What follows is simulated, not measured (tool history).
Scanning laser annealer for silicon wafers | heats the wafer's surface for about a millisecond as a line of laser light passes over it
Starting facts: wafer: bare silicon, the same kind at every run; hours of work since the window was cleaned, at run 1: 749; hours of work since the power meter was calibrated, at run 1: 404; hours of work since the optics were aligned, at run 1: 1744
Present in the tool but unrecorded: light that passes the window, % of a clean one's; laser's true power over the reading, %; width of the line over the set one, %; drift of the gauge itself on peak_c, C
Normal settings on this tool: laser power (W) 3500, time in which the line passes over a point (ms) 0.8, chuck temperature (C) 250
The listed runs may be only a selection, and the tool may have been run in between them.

run	hour	laser power (W)	time in which the line passes over a point (ms)	chuck temperature (C)	hours of work since the window was cleaned	hours of work since the power meter was calibrated	hours of work since the optics were aligned	highest temperature of the surface (C)
1	0	3500	0.8	250	749	404	1744	946
2	16.3	3500	0.8	250	757	411	1752	942
3	27.1	3500	0.8	250	761	416	1756	946
4	45.3	3500	0.8	250	770	425	1765	942
5	61.7	3500	0.8	262	777	432	1772	955
6	75.4	3764	0.8	262	783	438	1778	1018
7	96.4	3500	0.8	280	793	448	1788	973
8	106.7	3500	0.8	280	798	452	1793	970
9	127.7	3166	0.8	280	807	462	1802	893
10	148.9	3500	0.8	232	817	472	1812	924
11	167.8	3500	0.8	250	825	480	1820	940
12	185	3500	0.8	250	833	488	1828	945
13	205.1	3058	0.8	250	842	497	1837	834
14	220.4	3500	0.8	250	849	504	1844	942
# hour 239.5: optics aligned, line set to its width
15	240.6	3500	0.8	250	856	511	0	965
16	252.3	3501	0.8	252	861	516	6	966
17	274.4	3500	0.617	256	871	526	16	896
18	289	3500	0.695	279	878	533	22	951
19	309.4	3500	0.695	269	887	542	32	939
20	330.3	3500	0.695	269	897	552	41	939
21	342.6	3500	0.695	269	902	557	47	941
22	357.5	3138	0.605	250	909	564	54	806
23	374.5	3138	0.605	250	917	572	61	807
24	395.4	3138	0.605	250	926	581	71	805
# hour 407.3: window over the wafer cleaned
25	410.1	3500	0.678	213	1	587	76	890
26	431.7	3500	0.678	213	11	597	86	891
27	451.3	3500	0.678	213	20	606	95	889
28	470.5	3500	0.76	220	29	614	104	928

Some steps in highest temperature of the surface (C), run to run, broken into two amounts with sign: the step expected even without the hidden condition (settings, incoming material, random variation), and the rest, left for the hidden condition together with whatever gauge scatter is not in both the measured and the hidden-condition-free result:
Run 12 -> 13: laser power (W) 3500 -> 3058. highest temperature of the surface (C) -111: hidden state +5, all else -116.
Run 14 -> 15: optics aligned, line set to its width. highest temperature of the surface (C) +23: hidden state +24, all else -1.
Run 21 -> 22: laser power (W) 3500 -> 3138, time in which the line passes over a point (ms) 0.695 -> 0.605, chuck temperature (C) 269 -> 250. highest temperature of the surface (C) -135: hidden state +3, all else -138.
Run 24 -> 25: laser power (W) 3138 -> 3500, time in which the line passes over a point (ms) 0.605 -> 0.678, chuck temperature (C) 250 -> 213, window over the wafer cleaned. highest temperature of the surface (C) +85: hidden state +10, all else +75.
